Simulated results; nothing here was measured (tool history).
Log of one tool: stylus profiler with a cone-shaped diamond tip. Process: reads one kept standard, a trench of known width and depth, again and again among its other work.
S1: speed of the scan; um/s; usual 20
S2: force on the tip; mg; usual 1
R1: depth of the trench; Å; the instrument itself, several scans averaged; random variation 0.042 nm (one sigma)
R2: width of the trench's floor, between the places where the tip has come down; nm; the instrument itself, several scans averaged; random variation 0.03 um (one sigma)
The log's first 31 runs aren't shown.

run,day,S1,S2,R1,R2
32,65.517,51,0.85,1004.1,97980
33,66.967,51,0.85,1003.6,97950
34,68.221,33,1.92,1007.3,98050
35,70.579,68,0.67,1003.6,97820
36,71.875,68,0.67,1004,97820
37,74.821,9,2.57,1007.9,98100
38,77.242,9,2.57,1008.1,98140
39,79.192,9,2.57,1008,98130
40,81.412,24,1.01,1005.8,98040
41,83.279,14,0.79,1004.1,98070
42,85.575,14,0.59,1004.7,98040
43,87.738,65,0.4,1003.2,97690
44,90.271,21,0.51,1004,98010
45,92.471,12,0.56,1004,98000
46,95.329,14,0.95,1005.8,97980

Forecast each of these 3 alternatives for the next run:
A,96.783,12,0.91,?,?
B,96.783,20,0.41,?,?
C,96.783,31,1.07,?,?

run,R1,R2
A,1005.2,98050
B,1003.8,97900
C,1005.2,97940
Without the tool's hidden state the same runs would have given:
run,R1,R2
A,1003.3,98750
B,1001.9,98610
C,1003.3,98640
